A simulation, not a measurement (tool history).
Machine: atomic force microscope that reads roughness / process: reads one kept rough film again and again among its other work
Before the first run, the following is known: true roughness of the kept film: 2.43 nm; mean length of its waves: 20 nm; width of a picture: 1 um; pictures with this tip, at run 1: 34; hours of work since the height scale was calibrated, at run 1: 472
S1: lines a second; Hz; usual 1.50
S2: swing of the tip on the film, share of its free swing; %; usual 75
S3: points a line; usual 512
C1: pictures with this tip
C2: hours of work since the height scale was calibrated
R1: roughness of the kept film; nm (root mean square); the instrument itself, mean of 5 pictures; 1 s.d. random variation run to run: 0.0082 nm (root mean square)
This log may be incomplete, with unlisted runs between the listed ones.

run,hour,S1,S2,S3,C1,C2,R1
1,0.0,1.50,75,512,34,472,1.800
2,16.1,1.50,75,512,58,481,1.776
# hour 18.4: new tip fitted
3,39.2,1.50,75,512,31,495,1.795
# hour 61.7: new tip fitted
4,65.1,1.50,75,512,5,511,1.796
5,90.6,1.50,75,512,43,526,1.801
# hour 103.8: new tip fitted
6,113.9,1.50,75,512,15,540,1.792
7,141.4,1.50,56,512,56,557,1.891
# hour 146.7: new tip fitted
8,158.3,1.50,56,512,17,567,1.910
# hour 189.4: new tip fitted
9,190.1,1.50,75,512,1,586,1.798
10,223.4,1.50,75,938,51,607,1.803
# hour 232.9: new tip fitted
11,242.4,1.50,75,305,15,618,1.779
12,264.5,1.50,75,305,48,631,1.764
# hour 275.3: new tip fitted
13,285.2,1.50,78,341,15,644,1.759
# hour 317.2: new tip fitted
14,321.2,1.50,78,341,6,665,1.766
15,342.1,0.86,78,666,37,678,1.844
# hour 359.9: new tip fitted
16,361.3,0.86,78,666,2,689,1.846
17,377.3,0.86,78,666,26,699,1.833

What if the next run were any one of these 3? Each begins from the tool's condition after run 17:
A,392.6,1.97,75,626,49,709,?
B,392.6,1.50,75,301,49,709,?
C,392.6,1.50,75,343,49,709,?

run,R1
A,1.758
B,1.756
C,1.770
With no hidden state in the tool, these same runs would have given:
run,R1
A,1.766
B,1.764
C,1.777
